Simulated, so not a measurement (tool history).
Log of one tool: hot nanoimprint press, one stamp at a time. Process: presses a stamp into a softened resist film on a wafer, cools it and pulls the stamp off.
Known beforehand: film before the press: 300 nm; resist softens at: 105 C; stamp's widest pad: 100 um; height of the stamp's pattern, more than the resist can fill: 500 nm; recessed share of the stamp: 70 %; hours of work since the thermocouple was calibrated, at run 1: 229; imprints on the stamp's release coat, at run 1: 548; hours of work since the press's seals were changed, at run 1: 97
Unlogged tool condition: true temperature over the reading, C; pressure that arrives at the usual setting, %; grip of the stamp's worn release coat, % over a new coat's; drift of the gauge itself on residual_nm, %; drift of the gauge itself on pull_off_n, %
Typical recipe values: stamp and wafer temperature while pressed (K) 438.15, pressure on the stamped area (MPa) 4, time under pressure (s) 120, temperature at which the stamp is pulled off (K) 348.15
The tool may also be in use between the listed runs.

run,hour,stamp and wafer temperature while pressed (K),pressure on the stamped area (MPa),time under pressure (s),temperature at which the stamp is pulled off (K),hours of work since the thermocouple was calibrated,imprints on the stamp's release coat,hours of work since the press's seals were changed,resist left under the stamp's widest pad (angstrom),greatest force while the stamp is pulled off (N)
1,0,438.15,4,120,348.15,229,548,97,1230,257
2,10,438.15,4,120,348.15,236,584,105,1222,264
3,26.6,438.15,2.75,120,348.15,249,644,118,1471,271
4,42.3,438.15,2.75,120,348.15,261,700,130,1459,273
5,51.7,438.15,2.75,120,348.15,268,734,137,1458,282
6,65.7,438.15,4,120,346.15,279,784,148,1211,280
7,80.6,438.15,2.99,120,348.15,291,837,159,1391,288
8,99,438.15,4,120,348.15,305,903,173,1204,288
9,119.9,445.15,4,120,348.15,321,978,189,795,298
10,131.1,445.15,4,120,348.15,330,1018,198,799,304
11,142.1,445.15,4,120,348.15,338,1057,207,800,297
# hour 160.2: plate thermocouple calibrated
12,163,445.15,4,120,348.15,2,1121,220,877,319
13,173.6,438.15,4,120,348.15,10,1159,228,1318,329
14,193.7,448.15,4,120,343.15,26,1231,244,736,346
15,210,448.15,4,120,343.15,38,1290,256,734,368
16,228.6,448.15,4,120,343.15,53,1356,271,728,359
17,245.6,448.15,2.98,182,343.15,66,1417,284,722,364
18,257.8,448.15,2.98,182,343.15,75,1461,293,720,364
19,275.1,438.15,4,210,354.15,88,1522,306,1049,323
20,292.2,441.15,4,106,348.15,101,1584,320,1136,358
21,308.7,438.15,4,223,348.15,114,1643,332,1021,353
22,321,438.15,4,223,348.15,124,1687,342,1011,360
23,339.9,433.15,3.85,153,348.15,138,1755,356,1601,373
# hour 348.6: stamp cleaned and given a new release coat
24,360.8,433.15,3.85,153,348.15,150,44,368,1595,224
25,372.3,433.15,3.85,153,348.15,158,85,377,1589,222

Forecast each of these 4 alternatives for the next run:
A,390,438.15,4.8,120,348.15,172,149,390,?,?
B,390,433.15,3.18,153,354.15,172,149,390,?,?
C,390,433.15,3.85,153,354.15,172,149,390,?,?
D,390,432.15,3.12,120,344.15,172,149,390,?,?

run,resist left under the stamp's widest pad (angstrom),greatest force while the stamp is pulled off (N)
A,1164,235
B,1727,219
C,1582,214
D,1955,247
With the hidden condition removed and each run's random variation left untouched, the same runs would have given:
run,resist left under the stamp's widest pad (angstrom),greatest force while the stamp is pulled off (N)
A,1184,225
B,1764,210
C,1615,205
D,1992,237
